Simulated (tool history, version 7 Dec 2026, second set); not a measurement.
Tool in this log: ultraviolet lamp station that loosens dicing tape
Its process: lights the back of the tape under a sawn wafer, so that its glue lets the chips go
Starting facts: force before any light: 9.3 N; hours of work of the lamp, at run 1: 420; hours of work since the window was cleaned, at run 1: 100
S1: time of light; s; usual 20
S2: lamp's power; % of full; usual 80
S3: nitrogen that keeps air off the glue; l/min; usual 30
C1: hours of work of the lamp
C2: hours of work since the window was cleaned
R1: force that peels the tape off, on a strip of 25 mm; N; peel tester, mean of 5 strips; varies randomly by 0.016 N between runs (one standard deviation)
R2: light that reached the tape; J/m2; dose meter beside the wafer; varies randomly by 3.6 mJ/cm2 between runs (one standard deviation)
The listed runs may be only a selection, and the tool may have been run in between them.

run 1 hour=0.0 | S1=20 S2=80 S3=30 | C1=420 C2=100 | R1=0.952 R2=5190
run 2 hour=14.6 | S1=20 S2=73 S3=30 | C1=427 C2=107 | R1=1.132 R2=4700
run 3 hour=28.7 | S1=20 S2=73 S3=30 | C1=434 C2=115 | R1=1.156 R2=4680
run 4 hour=58.1 | S1=20 S2=73 S3=30 | C1=449 C2=129 | R1=1.179 R2=4740
run 5 hour=83.0 | S1=20 S2=80 S3=30 | C1=461 C2=142 | R1=0.967 R2=5120
run 6 hour=115.7 | S1=28 S2=80 S3=30 | C1=478 C2=158 | R1=0.508 R2=7140
run 7 hour=131.7 | S1=20 S2=80 S3=30 | C1=486 C2=166 | R1=0.997 R2=5090
run 8 hour=155.0 | S1=20 S2=80 S3=30 | C1=497 C2=178 | R1=0.996 R2=5040
run 9 hour=171.6 | S1=20 S2=80 S3=30 | C1=506 C2=186 | R1=1.029 R2=4960
run 10 hour=203.7 | S1=20 S2=80 S3=30 | C1=522 C2=202 | R1=1.055 R2=4990
run 11 hour=223.4 | S1=20 S2=80 S3=30 | C1=532 C2=212 | R1=1.057 R2=4960
run 12 hour=241.0 | S1=20 S2=80 S3=30 | C1=540 C2=221 | R1=1.079 R2=4960
run 13 hour=259.1 | S1=20 S2=80 S3=30 | C1=549 C2=230 | R1=1.088 R2=4850
run 14 hour=278.7 | S1=20 S2=80 S3=30 | C1=559 C2=240 | R1=1.075 R2=4910
run 15 hour=310.1 | S1=12 S2=80 S3=30 | C1=575 C2=255 | R1=2.428 R2=2930
run 16 hour=331.7 | S1=12 S2=80 S3=30 | C1=586 C2=266 | R1=2.371 R2=2870
run 17 hour=350.0 | S1=20 S2=80 S3=30 | C1=595 C2=275 | R1=1.084 R2=4860
run 18 hour=378.2 | S1=19 S2=80 S3=30 | C1=609 C2=289 | R1=1.216 R2=4540
run 19 hour=393.6 | S1=20 S2=80 S3=19 | C1=617 C2=297 | R1=1.426 R2=4770
run 20 hour=426.1 | S1=20 S2=80 S3=19 | C1=633 C2=313 | R1=1.408 R2=4710
run 21 hour=451.2 | S1=20 S2=80 S3=19 | C1=646 C2=326 | R1=1.404 R2=4670
run 22 hour=469.9 | S1=20 S2=64 S3=30 | C1=655 C2=335 | R1=1.664 R2=3790
run 23 hour=497.5 | S1=32 S2=70 S3=10 | C1=669 C2=349 | R1=1.125 R2=6490
run 24 hour=522.8 | S1=16 S2=80 S3=30 | C1=681 C2=362 | R1=1.754 R2=3680
run 25 hour=538.7 | S1=34 S2=81 S3=31 | C1=689 C2=370 | R1=0.415 R2=8000
run 26 hour=564.5 | S1=14 S2=80 S3=30 | C1=702 C2=383 | R1=2.144 R2=3270
run 27 hour=583.4 | S1=14 S2=80 S3=30 | C1=712 C2=392 | R1=2.141 R2=3270
run 28 hour=601.3 | S1=34 S2=80 S3=30 | C1=721 C2=401 | R1=0.432 R2=7780
run 29 hour=621.4 | S1=37 S2=76 S3=27 | C1=731 C2=411 | R1=0.424 R2=7960
run 30 hour=650.8 | S1=18 S2=80 S3=12 | C1=745 C2=426 | R1=2.188 R2=4080
run 31 hour=683.6 | S1=21 S2=69 S3=10 | C1=762 C2=442 | R1=2.303 R2=3990
-- hour=689.8 window cleaned of glue's vapour
run 32 hour=714.9 | S1=21 S2=73 S3=10 | C1=777 C2=13 | R1=1.884 R2=4700
run 33 hour=733.4 | S1=21 S2=73 S3=10 | C1=787 C2=22 | R1=1.898 R2=4670
run 34 hour=763.1 | S1=19 S2=97 S3=40 | C1=801 C2=37 | R1=0.712 R2=5600
run 35 hour=781.6 | S1=19 S2=97 S3=40 | C1=811 C2=46 | R1=0.729 R2=5550
run 36 hour=812.3 | S1=18 S2=98 S3=50 | C1=826 C2=61 | R1=0.752 R2=5310
run 37 hour=837.3 | S1=18 S2=98 S3=50 | C1=839 C2=74 | R1=0.750 R2=5320
run 38 hour=855.8 | S1=16 S2=98 S3=50 | C1=848 C2=83 | R1=0.945 R2=4690
run 39 hour=871.7 | S1=16 S2=98 S3=50 | C1=856 C2=91 | R1=0.962 R2=4700
run 40 hour=898.6 | S1=16 S2=98 S3=50 | C1=869 C2=104 | R1=0.965 R2=4660
run 41 hour=920.6 | S1=29 S2=80 S3=47 | C1=880 C2=115 | R1=0.468 R2=6830
run 42 hour=941.5 | S1=20 S2=96 S3=30 | C1=891 C2=126 | R1=0.824 R2=5650
run 43 hour=966.3 | S1=20 S2=96 S3=30 | C1=903 C2=138 | R1=0.811 R2=5510

Forecast each of these 3 alternatives for the next run:
run A hour=991.3 | S1=11 S2=96 S3=30 | C1=916 C2=151 | R1=? R2=?
run B hour=991.3 | S1=39 S2=64 S3=15 | C1=916 C2=151 | R1=? R2=?
run C hour=991.3 | S1=10 S2=96 S3=34 | C1=916 C2=151 | R1=? R2=?

run=A R1=2.372 R2=3040
run=B R1=0.710 R2=7260
run=C R1=2.372 R2=2780
Take away the tool's hidden state, keep each run's random variation, and the runs would have read:
run=A R1=1.658 R2=3880
run=B R1=0.437 R2=9250
run=C R1=1.688 R2=3540
